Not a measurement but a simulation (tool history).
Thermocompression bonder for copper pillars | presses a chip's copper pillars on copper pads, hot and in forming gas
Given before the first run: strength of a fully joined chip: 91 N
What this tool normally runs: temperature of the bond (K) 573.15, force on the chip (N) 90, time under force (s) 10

| run | hour | temperature of the bond (K) | force on the chip (N) | time under force (s) | force that shears a chip off (N) |
|---|---|---|---|---|---|
| 1 | 0 | 573.15 | 90 | 10 | 47.3 |
| 2 | 23.9 | 588.15 | 90 | 10 | 55 |
| 3 | 43.2 | 573.15 | 90 | 10 | 47.4 |
| 4 | 57.7 | 573.15 | 90 | 10 | 46.6 |
| 5 | 82.7 | 573.15 | 69 | 10 | 41.4 |
| 6 | 94.9 | 573.15 | 69 | 10 | 41.9 |
| 7 | 121 | 573.15 | 90 | 13 | 50.6 |
| 8 | 141.3 | 573.15 | 90 | 10 | 47 |
| 9 | 165.2 | 573.15 | 90 | 20 | 58 |
| 10 | 177.4 | 573.15 | 90 | 20 | 58.8 |
| 11 | 196.3 | 573.15 | 90 | 20 | 58.3 |
| 12 | 221.6 | 573.15 | 90 | 10 | 46.6 |
| 13 | 245.1 | 573.15 | 90 | 15 | 53.2 |
| 14 | 255.8 | 573.15 | 90 | 15 | 52.9 |
| 15 | 269.9 | 573.15 | 90 | 15 | 53.5 |
| 16 | 283.5 | 573.15 | 90 | 15 | 54.5 |
| 17 | 309.5 | 556.15 | 90 | 10 | 37.9 |
| 18 | 327.8 | 556.15 | 90 | 10 | 37.6 |
| 19 | 342.5 | 573.15 | 90 | 10 | 46.8 |
| 20 | 367 | 573.15 | 90 | 10 | 46.6 |
| 21 | 386.5 | 547.15 | 60 | 30 | 40.9 |
| 22 | 409.5 | 547.15 | 60 | 30 | 41.1 |
| 23 | 423.7 | 569.15 | 94 | 30 | 63.6 |
| 24 | 442.9 | 573.15 | 65 | 10 | 38.5 |
| 25 | 457.1 | 576.15 | 128 | 10 | 56.4 |
| 26 | 470 | 584.15 | 63 | 11 | 46.4 |
| 27 | 494 | 566.15 | 91 | 10 | 43.3 |
| 28 | 516.8 | 602.15 | 57 | 10 | 51 |
| 29 | 542.5 | 568.15 | 60 | 5 | 27.1 |
| 30 | 567.8 | 597.15 | 95 | 26 | 74.4 |
| 31 | 583.3 | 573.15 | 90 | 16 | 54 |
|  | 599.1 | forming gas filter changed |
| 32 | 602.3 | 547.15 | 59 | 12 | 28.2 |
| 33 | 622.5 | 580.15 | 56 | 5 | 30.4 |
| 34 | 639.6 | 580.15 | 56 | 5 | 30.9 |
| 35 | 664.5 | 580.15 | 96 | 29 | 69.7 |
| 36 | 678.3 | 602.15 | 90 | 25 | 76.5 |
| 37 | 689.7 | 573.15 | 89 | 21 | 59.3 |
| 38 | 711.3 | 554.15 | 101 | 23 | 53 |
| 39 | 731.9 | 602.15 | 82 | 10 | 59.5 |
| 40 | 748.4 | 602.15 | 82 | 10 | 60.6 |

Branching from run 40: 4 alternative next runs. What would each branch give?
| A | 771.8 | 558.15 | 83 | 10 | ? |
| B | 771.8 | 602.15 | 80 | 10 | ? |
| C | 771.8 | 564.15 | 100 | 9 | ? |
| D | 771.8 | 551.15 | 127 | 13 | ? |

| run | force that shears a chip off (N) |
|---|---|
| A | 38.1 |
| B | 58 |
| C | 43 |
| D | 47.2 |
Had the tool no hidden state, the same runs would have come out as:
| run | force that shears a chip off (N) |
|---|---|
| A | 38.2 |
| B | 58.2 |
| C | 43.1 |
| D | 47.3 |

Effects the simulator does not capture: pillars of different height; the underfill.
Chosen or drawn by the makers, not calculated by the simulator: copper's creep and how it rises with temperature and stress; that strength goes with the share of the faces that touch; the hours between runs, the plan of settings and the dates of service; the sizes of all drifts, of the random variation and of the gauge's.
